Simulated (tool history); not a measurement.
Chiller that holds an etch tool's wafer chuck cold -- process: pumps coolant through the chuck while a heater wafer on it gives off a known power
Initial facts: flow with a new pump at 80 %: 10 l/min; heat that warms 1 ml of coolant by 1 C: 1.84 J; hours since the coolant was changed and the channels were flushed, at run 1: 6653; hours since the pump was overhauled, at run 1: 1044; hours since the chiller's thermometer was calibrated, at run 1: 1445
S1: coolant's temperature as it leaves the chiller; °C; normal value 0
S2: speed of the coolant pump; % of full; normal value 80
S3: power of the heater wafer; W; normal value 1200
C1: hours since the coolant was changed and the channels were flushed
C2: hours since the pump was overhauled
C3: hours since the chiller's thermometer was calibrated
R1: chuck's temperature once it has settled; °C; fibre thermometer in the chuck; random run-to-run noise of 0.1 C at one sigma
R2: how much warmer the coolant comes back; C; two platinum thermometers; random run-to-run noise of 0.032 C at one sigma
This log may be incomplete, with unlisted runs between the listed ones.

{"run": 1, "hour": 0.0, "S1": 0, "S2": 80, "S3": 1200, "C1": 6653, "C2": 1044, "C3": 1445, "R1": 11.4, "R2": 3.88}
{"run": 2, "hour": 30.2, "S1": 0, "S2": 80, "S3": 1200, "C1": 6684, "C2": 1074, "C3": 1475, "R1": 11.3, "R2": 3.9}
{"run": 3, "hour": 72.4, "S1": 0, "S2": 80, "S3": 1582, "C1": 6726, "C2": 1117, "C3": 1517, "R1": 15.2, "R2": 5.14}
{"run": 4, "hour": 109.7, "S1": 0, "S2": 80, "S3": 1582, "C1": 6763, "C2": 1154, "C3": 1554, "R1": 14.9, "R2": 5.11}
{"run": 5, "hour": 143.2, "S1": 0, "S2": 80, "S3": 1200, "C1": 6797, "C2": 1187, "C3": 1588, "R1": 11.3, "R2": 3.87}
{"run": 6, "hour": 187.3, "S1": 0, "S2": 80, "S3": 1200, "C1": 6841, "C2": 1232, "C3": 1632, "R1": 11.3, "R2": 3.96}
{"run": 7, "hour": 233.9, "S1": 0, "S2": 80, "S3": 1200, "C1": 6887, "C2": 1278, "C3": 1678, "R1": 11.4, "R2": 3.96}
{"run": 8, "hour": 272.0, "S1": 0, "S2": 80, "S3": 1200, "C1": 6925, "C2": 1316, "C3": 1717, "R1": 11.3, "R2": 3.9}
{"run": 9, "hour": 296.9, "S1": 0, "S2": 80, "S3": 1200, "C1": 6950, "C2": 1341, "C3": 1741, "R1": 11.5, "R2": 3.89}
{"run": 10, "hour": 330.1, "S1": 0, "S2": 80, "S3": 1200, "C1": 6983, "C2": 1374, "C3": 1775, "R1": 11.4, "R2": 3.91}
{"run": 11, "hour": 355.4, "S1": 0, "S2": 80, "S3": 625, "C1": 7009, "C2": 1400, "C3": 1800, "R1": 5.9, "R2": 2.05}
{"run": 12, "hour": 379.7, "S1": 0, "S2": 80, "S3": 625, "C1": 7033, "C2": 1424, "C3": 1824, "R1": 5.7, "R2": 2.01}
{"run": 13, "hour": 427.9, "S1": 0, "S2": 80, "S3": 625, "C1": 7081, "C2": 1472, "C3": 1872, "R1": 5.9, "R2": 2.02}
{"run": 14, "hour": 468.1, "S1": 0, "S2": 80, "S3": 625, "C1": 7121, "C2": 1512, "C3": 1913, "R1": 6.0, "R2": 2.06}
{"hour": 501.9, "done": "coolant changed, channels flushed"}
{"run": 15, "hour": 517.5, "S1": 0, "S2": 80, "S3": 625, "C1": 16, "C2": 1556, "C3": 1956, "R1": 6.1, "R2": 2.01}
{"run": 16, "hour": 551.4, "S1": 0, "S2": 80, "S3": 625, "C1": 49, "C2": 1590, "C3": 1990, "R1": 6.0, "R2": 2.08}
{"run": 17, "hour": 590.0, "S1": -1, "S2": 80, "S3": 1200, "C1": 88, "C2": 1628, "C3": 2029, "R1": 10.3, "R2": 3.92}
{"run": 18, "hour": 614.1, "S1": -1, "S2": 80, "S3": 1200, "C1": 112, "C2": 1652, "C3": 2053, "R1": 10.2, "R2": 3.93}
{"run": 19, "hour": 651.7, "S1": 3, "S2": 99, "S3": 781, "C1": 150, "C2": 1690, "C3": 2090, "R1": 9.2, "R2": 1.99}
{"run": 20, "hour": 692.0, "S1": 3, "S2": 99, "S3": 781, "C1": 190, "C2": 1730, "C3": 2131, "R1": 9.2, "R2": 2.02}
{"run": 21, "hour": 723.8, "S1": 0, "S2": 75, "S3": 883, "C1": 222, "C2": 1762, "C3": 2162, "R1": 8.7, "R2": 3.05}
{"run": 22, "hour": 758.2, "S1": -3, "S2": 84, "S3": 796, "C1": 256, "C2": 1796, "C3": 2197, "R1": 4.3, "R2": 2.49}
{"run": 23, "hour": 800.3, "S1": -3, "S2": 84, "S3": 796, "C1": 298, "C2": 1839, "C3": 2239, "R1": 4.3, "R2": 2.49}
{"run": 24, "hour": 834.0, "S1": 0, "S2": 83, "S3": 1278, "C1": 332, "C2": 1872, "C3": 2273, "R1": 11.7, "R2": 3.97}
{"run": 25, "hour": 872.1, "S1": 0, "S2": 92, "S3": 1079, "C1": 370, "C2": 1910, "C3": 2311, "R1": 8.8, "R2": 3.02}
{"run": 26, "hour": 911.7, "S1": 0, "S2": 92, "S3": 1199, "C1": 410, "C2": 1950, "C3": 2350, "R1": 10.0, "R2": 3.31}
{"run": 27, "hour": 951.8, "S1": 5, "S2": 84, "S3": 754, "C1": 450, "C2": 1990, "C3": 2390, "R1": 12.0, "R2": 2.33}
{"run": 28, "hour": 990.9, "S1": 5, "S2": 84, "S3": 754, "C1": 489, "C2": 2029, "C3": 2429, "R1": 11.8, "R2": 2.32}
{"hour": 1024.1, "done": "chiller's thermometer calibrated"}
{"run": 29, "hour": 1027.6, "S1": -9, "S2": 90, "S3": 605, "C1": 525, "C2": 2065, "C3": 4, "R1": -3.8, "R2": 1.69}
{"run": 30, "hour": 1062.7, "S1": 2, "S2": 80, "S3": 1200, "C1": 560, "C2": 2100, "C3": 39, "R1": 13.3, "R2": 3.98}
{"run": 31, "hour": 1109.3, "S1": 0, "S2": 80, "S3": 749, "C1": 606, "C2": 2147, "C3": 85, "R1": 7.1, "R2": 2.44}

Hidden state at the last listed run before each entry between runs and at the first one after, where it differs:
In the gap between runs 14 and 15: coolant changed, channels flushed (hour 501.9)
  heat passed by the chuck's channels, % of clean ones': 99.9 -> 100
In the gap between runs 28 and 29: chiller's thermometer calibrated (hour 1024.1)
  nothing in the hidden state changes from one run to the other
